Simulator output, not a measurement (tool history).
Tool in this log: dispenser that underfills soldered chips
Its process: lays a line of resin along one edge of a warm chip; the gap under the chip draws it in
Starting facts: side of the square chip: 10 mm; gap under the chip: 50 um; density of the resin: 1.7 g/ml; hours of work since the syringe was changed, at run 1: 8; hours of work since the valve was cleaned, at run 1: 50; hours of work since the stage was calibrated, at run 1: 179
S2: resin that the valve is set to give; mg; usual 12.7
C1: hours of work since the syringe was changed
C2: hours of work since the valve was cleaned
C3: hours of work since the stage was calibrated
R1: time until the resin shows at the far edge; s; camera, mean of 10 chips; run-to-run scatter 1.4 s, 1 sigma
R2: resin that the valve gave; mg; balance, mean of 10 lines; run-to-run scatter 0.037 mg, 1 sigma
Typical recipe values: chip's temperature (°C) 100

{"run": 1, "day": 0.0, "chip's temperature (°C)": 100, "S2": 12.7, "C1": 8, "C2": 50, "C3": 179, "R1": 227.5, "R2": 12.15}
{"day": 0.258, "done": "new syringe of resin"}
{"run": 2, "day": 0.262, "chip's temperature (°C)": 100, "S2": 12.7, "C1": 0, "C2": 54, "C3": 183, "R1": 129.0, "R2": 12.09}
{"run": 3, "day": 0.404, "chip's temperature (°C)": 100, "S2": 12.9, "C1": 2, "C2": 56, "C3": 186, "R1": 153.4, "R2": 12.21}
{"run": 4, "day": 0.571, "chip's temperature (°C)": 100, "S2": 12.0, "C1": 5, "C2": 59, "C3": 188, "R1": 185.0, "R2": 11.41}
{"run": 5, "day": 0.858, "chip's temperature (°C)": 100, "S2": 12.0, "C1": 10, "C2": 64, "C3": 193, "R1": 258.1, "R2": 11.26}
{"day": 1.0, "done": "new syringe of resin"}
{"run": 6, "day": 1.012, "chip's temperature (°C)": 100, "S2": 12.0, "C1": 0, "C2": 66, "C3": 196, "R1": 136.7, "R2": 11.29}
{"run": 7, "day": 1.338, "chip's temperature (°C)": 100, "S2": 12.0, "C1": 6, "C2": 72, "C3": 201, "R1": 194.6, "R2": 11.2}
{"day": 1.454, "done": "dispensing valve cleaned and set on the balance"}
{"run": 8, "day": 1.521, "chip's temperature (°C)": 100, "S2": 12.0, "C1": 8, "C2": 1, "C3": 204, "R1": 225.5, "R2": 12.01}
{"run": 9, "day": 1.671, "chip's temperature (°C)": 100, "S2": 12.0, "C1": 11, "C2": 4, "C3": 206, "R1": 274.4, "R2": 11.94}
{"day": 1.771, "done": "new syringe of resin"}
{"run": 10, "day": 1.867, "chip's temperature (°C)": 100, "S2": 12.0, "C1": 2, "C2": 7, "C3": 209, "R1": 143.4, "R2": 11.92}
{"run": 11, "day": 2.088, "chip's temperature (°C)": 100, "S2": 15.7, "C1": 5, "C2": 10, "C3": 213, "R1": 180.6, "R2": 15.62}
{"run": 12, "day": 2.3, "chip's temperature (°C)": 100, "S2": 12.7, "C1": 9, "C2": 14, "C3": 216, "R1": 237.8, "R2": 12.6}
{"run": 13, "day": 2.446, "chip's temperature (°C)": 100, "S2": 12.7, "C1": 11, "C2": 17, "C3": 219, "R1": 271.8, "R2": 12.56}
{"day": 2.5, "done": "new syringe of resin"}
{"run": 14, "day": 2.679, "chip's temperature (°C)": 100, "S2": 12.7, "C1": 3, "C2": 20, "C3": 223, "R1": 164.1, "R2": 12.54}
{"run": 15, "day": 2.954, "chip's temperature (°C)": 102, "S2": 12.7, "C1": 8, "C2": 25, "C3": 227, "R1": 208.9, "R2": 12.43}
{"run": 16, "day": 3.15, "chip's temperature (°C)": 106, "S2": 12.7, "C1": 11, "C2": 28, "C3": 231, "R1": 230.7, "R2": 12.41}
{"day": 3.233, "done": "new syringe of resin"}
{"run": 17, "day": 3.358, "chip's temperature (°C)": 106, "S2": 12.7, "C1": 2, "C2": 31, "C3": 234, "R1": 134.3, "R2": 12.36}
{"run": 18, "day": 3.5, "chip's temperature (°C)": 100, "S2": 12.7, "C1": 4, "C2": 34, "C3": 236, "R1": 178.7, "R2": 12.35}
{"run": 19, "day": 3.7, "chip's temperature (°C)": 100, "S2": 12.7, "C1": 8, "C2": 37, "C3": 240, "R1": 226.6, "R2": 12.29}
{"run": 20, "day": 3.908, "chip's temperature (°C)": 106, "S2": 16.2, "C1": 11, "C2": 41, "C3": 243, "R1": 237.0, "R2": 15.66}

Run 21, settings as shown, results not yet in. Your forecast:
{"day": 3.971, "done": "new syringe of resin"}
{"run": 21, "day": 4.192, "chip's temperature (°C)": 100, "S2": 10.9, "C1": 4, "C2": 45, "C3": 248, "R1": "?", "R2": "?"}

{"run 21": {"R1": 174.4, "R2": 10.47}}
Without the tool's hidden state the same run would have given R1 140.7 s, R2 10.87 mg.

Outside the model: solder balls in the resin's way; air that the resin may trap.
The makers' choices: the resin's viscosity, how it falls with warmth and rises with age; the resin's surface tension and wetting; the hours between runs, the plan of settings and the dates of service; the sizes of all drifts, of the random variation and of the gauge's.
